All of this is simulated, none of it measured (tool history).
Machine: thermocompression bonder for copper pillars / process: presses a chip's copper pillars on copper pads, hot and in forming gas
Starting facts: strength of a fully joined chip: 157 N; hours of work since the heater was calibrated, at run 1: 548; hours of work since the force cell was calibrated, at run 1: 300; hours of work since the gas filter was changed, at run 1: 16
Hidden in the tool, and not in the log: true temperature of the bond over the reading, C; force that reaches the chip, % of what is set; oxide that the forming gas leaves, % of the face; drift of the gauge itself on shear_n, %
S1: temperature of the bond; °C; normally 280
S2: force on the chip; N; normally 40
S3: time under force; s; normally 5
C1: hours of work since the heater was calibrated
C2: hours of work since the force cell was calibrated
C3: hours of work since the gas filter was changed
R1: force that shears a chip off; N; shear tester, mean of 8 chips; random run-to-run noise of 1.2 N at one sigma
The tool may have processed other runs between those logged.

run	hour	S1	S2	S3	C1	C2	C3	R1
1	0	280	40	5	548	300	16	115
2	11.8	280	40	5	555	307	24	115.4
3	29.5	280	56	5	566	318	34	134
4	39.5	280	56	5	572	325	41	134.4
5	47.3	280	56	5	577	329	45	137.7
6	65.2	280	56	5	588	340	56	135.7
7	81.1	280	40	8	598	350	66	127.4
8	98.2	280	40	8	608	361	77	127.7
9	107.6	284	40	8	614	367	83	131
10	121.7	284	40	13	623	375	91	139
# hour 137.2: forming gas filter changed
11	139.2	307	40	13	633	386	1	153.3
12	149.2	307	40	13	639	392	7	149.9
13	161.8	307	40	13	647	400	15	152.1
14	172.2	280	40	5	653	406	22	118.5
15	186.6	280	40	5	662	415	30	116.7
16	203.7	280	40	5	673	425	41	118.1
17	211.7	280	40	5	678	430	46	118.1
18	219.9	280	40	5	683	435	51	117.2
19	235.6	280	40	5	693	445	61	118.8
20	246.8	280	40	5	699	452	68	117.1
21	262	263	40	3	709	461	77	82.3
22	276.9	251	40	3	718	471	86	68
23	289.7	280	25	3	726	478	94	67.3
# hour 301.5: forming gas filter changed
24	303.1	308	25	3	734	486	1	98.4
25	320.8	302	25	3	745	497	12	94.5
26	338	289	40	3	755	508	22	114.6
27	349.4	280	29	4	762	515	29	88.9
28	365	259	40	7	772	525	39	105.2
29	377.5	259	40	7	780	532	47	103.9
30	387	288	32	9	786	538	53	124
31	397.9	288	32	9	792	545	59	126.3
32	412.6	265	41	3	801	554	68	90
33	425.4	267	37	4	809	562	76	90.2
# hour 443.8: heater calibrated with a thermocouple chip
34	445.2	260	40	5	1	573	87	82.3
35	463	280	56	5	12	584	98	128.4
# hour 467.6: forming gas filter changed
36	479.4	280	56	5	22	594	7	130
37	494.3	286	37	7	31	603	16	117.9
38	507.7	280	58	11	39	611	25	145.6
39	515.3	280	58	11	44	616	29	148.4

What if the next run were any one of these 5? Each begins from the tool's condition after run 39:
A	527.5	278	37	13	51	623	37	?
B	527.5	273	58	11	51	623	37	?
C	527.5	272	46	5	51	623	37	?
D	527.5	275	52	8	51	623	37	?
E	527.5	289	28	14	51	623	37	?

run	R1
A	128.1
B	141.5
C	110.4
D	132.2
E	118.8
Without the tool's hidden state the same runs would have given:
run	R1
A	127
B	141.5
C	108.8
D	131.5
E	117.6
